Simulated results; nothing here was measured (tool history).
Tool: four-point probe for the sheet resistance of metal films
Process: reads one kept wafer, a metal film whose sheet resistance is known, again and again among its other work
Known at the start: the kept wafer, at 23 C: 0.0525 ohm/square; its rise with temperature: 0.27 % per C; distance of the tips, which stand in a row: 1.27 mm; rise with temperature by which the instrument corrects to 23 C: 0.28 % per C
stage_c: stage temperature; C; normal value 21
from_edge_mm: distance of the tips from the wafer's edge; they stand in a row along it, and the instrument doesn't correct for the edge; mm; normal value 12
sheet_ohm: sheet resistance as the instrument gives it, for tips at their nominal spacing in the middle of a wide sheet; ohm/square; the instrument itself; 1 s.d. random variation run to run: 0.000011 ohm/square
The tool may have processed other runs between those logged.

run 1 hour=0 | stage_c=21 from_edge_mm=12 | sheet_ohm=0.052909
run 2 hour=144.6 | stage_c=21 from_edge_mm=12 | sheet_ohm=0.052889
run 3 hour=219.5 | stage_c=21 from_edge_mm=12 | sheet_ohm=0.052916
run 4 hour=302 | stage_c=21 from_edge_mm=10 | sheet_ohm=0.053107
run 5 hour=445.7 | stage_c=32 from_edge_mm=10 | sheet_ohm=0.053074
run 6 hour=506.3 | stage_c=32 from_edge_mm=10 | sheet_ohm=0.053065
run 7 hour=590.1 | stage_c=21 from_edge_mm=12 | sheet_ohm=0.053034
run 8 hour=654.1 | stage_c=34 from_edge_mm=12 | sheet_ohm=0.052985
run 9 hour=798.1 | stage_c=34 from_edge_mm=12 | sheet_ohm=0.052997
run 10 hour=928.2 | stage_c=21 from_edge_mm=27 | sheet_ohm=0.052869
run 11 hour=1029.1 | stage_c=21 from_edge_mm=12 | sheet_ohm=0.053152
run 12 hour=1169.1 | stage_c=21 from_edge_mm=12 | sheet_ohm=0.053182
run 13 hour=1232.1 | stage_c=21 from_edge_mm=12 | sheet_ohm=0.053174
run 14 hour=1297.2 | stage_c=21 from_edge_mm=12 | sheet_ohm=0.053228
run 15 hour=1392.3 | stage_c=21 from_edge_mm=12 | sheet_ohm=0.053243
run 16 hour=1510 | stage_c=21 from_edge_mm=12 | sheet_ohm=0.053266
run 17 hour=1625 | stage_c=21 from_edge_mm=12 | sheet_ohm=0.053318
run 18 hour=1687.2 | stage_c=35 from_edge_mm=12 | sheet_ohm=0.053239
-- hour=1795.8 stage's thermometer calibrated
run 19 hour=1817.3 | stage_c=35 from_edge_mm=12 | sheet_ohm=0.053169
run 20 hour=1903.7 | stage_c=35 from_edge_mm=12 | sheet_ohm=0.053193
run 21 hour=1993.9 | stage_c=35 from_edge_mm=12 | sheet_ohm=0.053216
run 22 hour=2068.9 | stage_c=19 from_edge_mm=52 | sheet_ohm=0.053028
run 23 hour=2137.3 | stage_c=22 from_edge_mm=18 | sheet_ohm=0.053152
run 24 hour=2216.6 | stage_c=23 from_edge_mm=27 | sheet_ohm=0.053103
run 25 hour=2357.9 | stage_c=33 from_edge_mm=11 | sheet_ohm=0.053384
run 26 hour=2457.2 | stage_c=33 from_edge_mm=12 | sheet_ohm=0.053354
run 27 hour=2531.6 | stage_c=35 from_edge_mm=12 | sheet_ohm=0.053378
run 28 hour=2596.7 | stage_c=18 from_edge_mm=10 | sheet_ohm=0.053616
run 29 hour=2693.4 | stage_c=28 from_edge_mm=8 | sheet_ohm=0.053854
run 30 hour=2816.5 | stage_c=19 from_edge_mm=12 | sheet_ohm=0.053524
run 31 hour=2889.5 | stage_c=25 from_edge_mm=63 | sheet_ohm=0.053195
run 32 hour=2973 | stage_c=20 from_edge_mm=20 | sheet_ohm=0.053367

Expected results for the next run?
run 33 hour=3113.2 | stage_c=23 from_edge_mm=28 | sheet_ohm=?

{"run 33": {"sheet_ohm": 0.053323}}
The same run, on a tool lacking any hidden state, would have yielded sheet_ohm 0.052564 ohm/square.
